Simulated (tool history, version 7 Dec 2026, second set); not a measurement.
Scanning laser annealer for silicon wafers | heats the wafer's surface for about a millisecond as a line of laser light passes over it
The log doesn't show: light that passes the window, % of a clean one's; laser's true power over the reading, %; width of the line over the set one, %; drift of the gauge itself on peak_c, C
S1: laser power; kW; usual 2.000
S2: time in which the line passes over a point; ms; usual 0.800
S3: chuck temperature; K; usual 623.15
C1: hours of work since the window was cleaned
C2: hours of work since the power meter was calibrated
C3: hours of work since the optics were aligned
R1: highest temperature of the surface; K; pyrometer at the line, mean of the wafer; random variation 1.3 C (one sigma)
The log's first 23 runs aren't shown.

Run 24, day 30.746: usual settings but S1 1.948 kW; C1 39; C2 803; C3 168. Result: R1 1337.15 K.
Run 25, day 32.771: usual settings but S1 1.948 kW; C1 63; C2 827; C3 192. Result: R1 1333.15 K.
Run 26, day 34.704: usual settings but S1 1.948 kW, S3 644.15 K; C1 86; C2 851; C3 215. Result: R1 1358.15 K.
Run 27, day 35.767: usual settings but S1 1.948 kW, S3 644.15 K; C1 99; C2 863; C3 228. Result: R1 1356.15 K.
Run 28, day 36.933: usual settings but S1 1.948 kW, S3 644.15 K; C1 113; C2 877; C3 242. Result: R1 1354.15 K.
Run 29, day 38.600: usual settings but S1 1.948 kW, S3 644.15 K; C1 133; C2 897; C3 262. Result: R1 1354.15 K.
Run 30, day 40.108: usual settings but S1 1.948 kW, S3 644.15 K; C1 151; C2 915; C3 280. Result: R1 1349.15 K.
Run 31, day 41.983: usual settings but S1 1.816 kW, S3 627.15 K; C1 173; C2 938; C3 302. Result: R1 1272.15 K.
Run 32, day 43.012: usual settings but S1 1.966 kW, S2 0.764 ms, S3 603.15 K; C1 185; C2 950; C3 315. Result: R1 1295.15 K.
Run 33, day 44.354: usual settings but S3 619.15 K; C1 201; C2 966; C3 331. Result: R1 1346.15 K.
Run 34, day 46.208: usual settings but S1 1.729 kW, S2 0.860 ms, S3 650.15 K; C1 224; C2 988; C3 353. Result: R1 1279.15 K.
Run 35, day 47.829: usual settings but S1 1.913 kW, S2 0.955 ms, S3 662.15 K; C1 243; C2 1008; C3 372. Result: R1 1418.15 K.
Run 36, day 49.783: usual settings but S2 0.712 ms, S3 612.15 K; C1 266; C2 1031; C3 396. Result: R1 1292.15 K.
Run 37, day 51.788: usual settings but S1 1.869 kW, S2 0.854 ms, S3 648.15 K; C1 290; C2 1055; C3 420. Result: R1 1336.15 K.
Run 38, day 53.171: usual settings but S1 1.857 kW, S2 0.802 ms, S3 617.15 K; C1 307; C2 1071; C3 436. Result: R1 1273.15 K.
Run 39, day 54.954: usual settings but S1 2.014 kW, S3 641.15 K; C1 328; C2 1093; C3 457. Result: R1 1369.15 K.

Forecast each of these 3 alternatives for the next run:
Run A, day 56.183: usual settings but S1 1.755 kW, S2 0.654 ms; C1 343; C2 1107; C3 472. Result: R1 ?.
Run B, day 56.183: usual settings but S1 2.014 kW, S3 595.15 K; C1 343; C2 1107; C3 472. Result: R1 ?.
Run C, day 56.183: usual settings but S1 2.014 kW, S2 0.766 ms, S3 641.15 K; C1 343; C2 1107; C3 472. Result: R1 ?.

run       R1
  A  1167.15
  B  1321.15
  C  1351.15
Without the tool's hidden state the same runs would have given:
run       R1
  A  1186.15
  B  1345.15
  C  1375.15
